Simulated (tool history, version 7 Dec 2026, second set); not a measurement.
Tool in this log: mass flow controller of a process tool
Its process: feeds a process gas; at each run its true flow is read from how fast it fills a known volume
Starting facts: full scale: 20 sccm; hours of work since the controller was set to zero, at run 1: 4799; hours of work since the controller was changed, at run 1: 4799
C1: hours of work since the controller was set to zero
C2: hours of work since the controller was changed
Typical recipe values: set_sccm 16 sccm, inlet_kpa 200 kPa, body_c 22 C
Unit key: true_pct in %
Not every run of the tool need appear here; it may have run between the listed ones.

run 1 hour=0.0 | set_sccm=16 inlet_kpa=200 body_c=22 | C1=4799 C2=4799 | true_pct=99.81
run 2 hour=232.8 | set_sccm=16 inlet_kpa=200 body_c=23 | C1=4949 C2=4949 | true_pct=99.82
run 3 hour=556.1 | set_sccm=16 inlet_kpa=200 body_c=22 | C1=5159 C2=5159 | true_pct=99.94
run 4 hour=715.4 | set_sccm=16 inlet_kpa=199 body_c=22 | C1=5262 C2=5262 | true_pct=99.80
-- hour=941.9 controller's zero set anew
run 5 hour=1037.8 | set_sccm=16 inlet_kpa=162 body_c=22 | C1=62 C2=5470 | true_pct=99.70
run 6 hour=1361.1 | set_sccm=16 inlet_kpa=200 body_c=22 | C1=271 C2=5679 | true_pct=99.97
run 7 hour=1697.9 | set_sccm=16 inlet_kpa=200 body_c=22 | C1=489 C2=5897 | true_pct=99.97
run 8 hour=2078.5 | set_sccm=16 inlet_kpa=200 body_c=22 | C1=735 C2=6143 | true_pct=100.05
run 9 hour=2339.5 | set_sccm=16 inlet_kpa=159 body_c=22 | C1=904 C2=6311 | true_pct=99.76
run 10 hour=2619.7 | set_sccm=16 inlet_kpa=159 body_c=22 | C1=1085 C2=6493 | true_pct=99.90
run 11 hour=2925.8 | set_sccm=3 inlet_kpa=200 body_c=22 | C1=1283 C2=6691 | true_pct=98.40
run 12 hour=3138.7 | set_sccm=3 inlet_kpa=200 body_c=22 | C1=1421 C2=6828 | true_pct=98.45
run 13 hour=3453.1 | set_sccm=16 inlet_kpa=200 body_c=22 | C1=1624 C2=7032 | true_pct=100.23
run 14 hour=3639.9 | set_sccm=16 inlet_kpa=200 body_c=28 | C1=1745 C2=7152 | true_pct=99.69
run 15 hour=3956.0 | set_sccm=16 inlet_kpa=200 body_c=26 | C1=1949 C2=7357 | true_pct=99.77
run 16 hour=4266.7 | set_sccm=16 inlet_kpa=200 body_c=26 | C1=2150 C2=7558 | true_pct=99.89
run 17 hour=4574.6 | set_sccm=16 inlet_kpa=200 body_c=26 | C1=2349 C2=7757 | true_pct=99.89
run 18 hour=4755.2 | set_sccm=16 inlet_kpa=200 body_c=26 | C1=2466 C2=7874 | true_pct=100.00
run 19 hour=5002.5 | set_sccm=16 inlet_kpa=194 body_c=31 | C1=2626 C2=8033 | true_pct=99.50
run 20 hour=5299.5 | set_sccm=16 inlet_kpa=194 body_c=31 | C1=2818 C2=8226 | true_pct=99.48
run 21 hour=5554.6 | set_sccm=16 inlet_kpa=213 body_c=21 | C1=2983 C2=8391 | true_pct=100.60
run 22 hour=5924.4 | set_sccm=9 inlet_kpa=200 body_c=31 | C1=3222 C2=8630 | true_pct=98.67
run 23 hour=6300.3 | set_sccm=6 inlet_kpa=171 body_c=20 | C1=3465 C2=8873 | true_pct=99.29
run 24 hour=6630.1 | set_sccm=16 inlet_kpa=200 body_c=29 | C1=3678 C2=9086 | true_pct=99.91
run 25 hour=6829.9 | set_sccm=2 inlet_kpa=157 body_c=21 | C1=3808 C2=9215 | true_pct=98.71
run 26 hour=7217.3 | set_sccm=15 inlet_kpa=248 body_c=26 | C1=4058 C2=9466 | true_pct=100.37
-- hour=7305.4 controller exchanged for a calibrated one
run 27 hour=7602.3 | set_sccm=16 inlet_kpa=200 body_c=27 | C1=192 C2=192 | true_pct=100.16
run 28 hour=7900.7 | set_sccm=5 inlet_kpa=208 body_c=23 | C1=385 C2=385 | true_pct=99.13
run 29 hour=8232.4 | set_sccm=3 inlet_kpa=242 body_c=38 | C1=599 C2=599 | true_pct=97.61
run 30 hour=8569.9 | set_sccm=3 inlet_kpa=242 body_c=38 | C1=818 C2=818 | true_pct=97.82
run 31 hour=8938.3 | set_sccm=16 inlet_kpa=188 body_c=22 | C1=1056 C2=1056 | true_pct=100.75
run 32 hour=9114.2 | set_sccm=19 inlet_kpa=259 body_c=32 | C1=1170 C2=1170 | true_pct=100.53

5 ways to go on from here, each from the tool as it stands after run 32. What would each give?
-- hour=9389.7 gauge calibrated
run A hour=9428.0 | set_sccm=8 inlet_kpa=200 body_c=22 | C1=1373 C2=1373 | true_pct=?
-- hour=9389.7 gauge calibrated
run B hour=9428.0 | set_sccm=9 inlet_kpa=163 body_c=24 | C1=1373 C2=1373 | true_pct=?
-- hour=9389.7 gauge calibrated
run C hour=9428.0 | set_sccm=16 inlet_kpa=182 body_c=30 | C1=1373 C2=1373 | true_pct=?
-- hour=9389.7 gauge calibrated
run D hour=9428.0 | set_sccm=4 inlet_kpa=200 body_c=23 | C1=1373 C2=1373 | true_pct=?
-- hour=9389.7 gauge calibrated
run E hour=9428.0 | set_sccm=14 inlet_kpa=160 body_c=31 | C1=1373 C2=1373 | true_pct=?

run=A true_pct=98.83
run=B true_pct=98.45
run=C true_pct=98.81
run=D true_pct=98.05
run=E true_pct=98.38
Take away the tool's hidden state, keep each run's random variation, and the runs would have read:
run=A true_pct=98.81
run=B true_pct=98.44
run=C true_pct=98.80
run=D true_pct=98.03
run=E true_pct=98.37
